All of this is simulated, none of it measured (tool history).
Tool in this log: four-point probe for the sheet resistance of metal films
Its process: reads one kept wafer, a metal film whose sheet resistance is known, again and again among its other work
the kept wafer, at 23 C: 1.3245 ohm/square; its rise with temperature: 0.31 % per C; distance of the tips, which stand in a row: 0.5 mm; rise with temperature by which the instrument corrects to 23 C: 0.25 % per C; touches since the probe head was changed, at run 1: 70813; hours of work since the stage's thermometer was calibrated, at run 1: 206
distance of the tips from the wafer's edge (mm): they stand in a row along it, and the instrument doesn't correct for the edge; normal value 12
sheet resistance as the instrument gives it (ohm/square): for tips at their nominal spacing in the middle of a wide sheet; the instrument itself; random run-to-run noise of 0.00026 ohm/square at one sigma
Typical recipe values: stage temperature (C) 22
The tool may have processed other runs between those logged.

run,hour,stage temperature (C),distance of the tips from the wafer's edge (mm),touches since the probe head was changed,hours of work since the stage's thermometer was calibrated,sheet resistance as the instrument gives it (ohm/square)
1,0,22,12,70813,206,1.330712
2,7.8,22,12,71112,209,1.331468
3,17.2,22,12,71471,213,1.330905
4,25.7,22,12,71792,217,1.331564
5,41.5,20,12,72397,224,1.329546
6,49.7,20,12,72710,228,1.329641
7,66.7,20,12,73358,236,1.329338
8,74.1,22,12,73639,239,1.331463
9,86.4,24,12,74110,244,1.332574
10,95.9,24,12,74470,249,1.332598
11,108.6,29,12,74954,254,1.336921
12,119,29,12,75352,259,1.336637
13,129.5,29,12,75753,264,1.337015
14,144.5,22,47,76326,270,1.330298
# hour 146.5: stage's thermometer calibrated
15,158.5,33,47,76841,5,1.338766
16,165.5,34,47,77107,9,1.339909
17,176.4,34,47,77522,13,1.339729
18,183.4,34,47,77787,17,1.33994
19,195.8,26,47,78263,22,1.333139
20,210.5,26,47,78824,29,1.333937
21,223.3,26,47,79309,34,1.333966
# hour 225.5: stage's thermometer calibrated, once more
22,235,22,5,79737,4,1.337015
23,243.4,22,3,80057,8,1.349241
24,254.8,22,3,80492,13,1.349879
25,263.3,23,22,80817,17,1.331621
26,280,23,22,81453,24,1.331706
27,289.6,19,3,81820,29,1.347772
28,297.1,19,3,82104,32,1.347349
29,309.1,20,3,82562,37,1.348366
30,321.9,35,34,83052,43,1.34017
31,338.7,27,8,83692,51,1.337614
32,348,27,8,84047,55,1.336864
33,355.5,20,17,84333,58,1.329016
34,368.9,19,4,84845,64,1.339234
35,377.9,19,4,85186,68,1.33948
36,393.7,27,12,85790,75,1.335582
37,409,22,12,86374,82,1.331526
38,423,22,12,86906,89,1.332371
39,439,31,12,87517,96,1.339143
40,448,22,13,87862,100,1.331554
41,455.3,19,12,88140,103,1.329974
42,464.1,19,12,88474,107,1.329595
43,477.4,29,8,88982,113,1.339134
44,491.3,30,3,89512,119,1.356742
45,506.9,35,28,90108,126,1.341185

Hidden state or all else? Some run-to-run changes of sheet resistance as the instrument gives it (ohm/square), split into what the settings, what came in and random variation would give without the hidden state, and what is left for the hidden state (with any gauge scatter that isn't in both results):
Unlogged tool condition in this case: inner tips' distance over the nominal, %; tips' flats over new ones', %; wafer's true temperature over the reading, C; drift of the gauge itself on sheet_ohm, %.
Run 14 -> 15: stage temperature (C) 22 -> 33, stage's thermometer calibrated. sheet resistance as the instrument gives it (ohm/square) +0.008468: hidden state +0.000181, all else +0.008287.
Run 21 -> 22: stage temperature (C) 26 -> 22, distance of the tips from the wafer's edge (mm) 47 -> 5, stage's thermometer calibrated, once more. sheet resistance as the instrument gives it (ohm/square) +0.003049: hidden state -0.000425, all else +0.003474.
Run 24 -> 25: stage temperature (C) 22 -> 23, distance of the tips from the wafer's edge (mm) 3 -> 22. sheet resistance as the instrument gives it (ohm/square) -0.018258: hidden state -0.000048, all else -0.01821.
Run 26 -> 27: stage temperature (C) 23 -> 19, distance of the tips from the wafer's edge (mm) 22 -> 3. sheet resistance as the instrument gives it (ohm/square) +0.016066: hidden state +0.000104, all else +0.015962.
Run 43 -> 44: stage temperature (C) 29 -> 30, distance of the tips from the wafer's edge (mm) 8 -> 3. sheet resistance as the instrument gives it (ohm/square) +0.017608: hidden state +0.000136, all else +0.017472.

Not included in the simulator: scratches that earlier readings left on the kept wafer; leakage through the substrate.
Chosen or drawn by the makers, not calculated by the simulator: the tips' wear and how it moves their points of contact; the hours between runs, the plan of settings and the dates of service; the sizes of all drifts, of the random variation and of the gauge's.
